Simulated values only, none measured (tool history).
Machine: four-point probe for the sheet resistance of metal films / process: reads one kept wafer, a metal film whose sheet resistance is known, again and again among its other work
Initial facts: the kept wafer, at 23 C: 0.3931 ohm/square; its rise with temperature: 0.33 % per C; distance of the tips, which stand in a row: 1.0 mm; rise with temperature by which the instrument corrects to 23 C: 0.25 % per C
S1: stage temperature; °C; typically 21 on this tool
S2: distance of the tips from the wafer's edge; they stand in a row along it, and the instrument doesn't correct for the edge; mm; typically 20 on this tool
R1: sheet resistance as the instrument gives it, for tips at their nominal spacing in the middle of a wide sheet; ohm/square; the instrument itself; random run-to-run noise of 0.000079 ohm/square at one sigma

run	hour	S1	S2	R1
1	0	21	20	0.389849
2	99.1	21	20	0.389789
3	189.2	21	13	0.390503
4	267.6	18	20	0.388974
5	368.8	18	20	0.388943
6	487.4	18	20	0.388944
7	584.9	18	20	0.388749
8	669.5	18	20	0.388809
9	778.7	18	20	0.388932
10	846.3	18	20	0.388865
# hour 856.6: stage's thermometer calibrated
11	908.5	18	20	0.388347
12	977.3	19	6	0.393898
# hour 1060.2: stage's thermometer calibrated, once more
13	1072.4	19	6	0.3949
14	1168.2	21	5	0.398016
15	1240.8	18	9	0.391547
16	1337.6	30	7	0.396655
17	1441.9	21	11	0.391674
18	1540	26	4	0.403926

Run 19, settings as shown, results not yet in. Your forecast:
19	1649.8	24	3	?

{"run 19": {"R1": 0.412605}}
Had the tool carried no hidden state, the very same run would have given R1 0.415515 ohm/square.
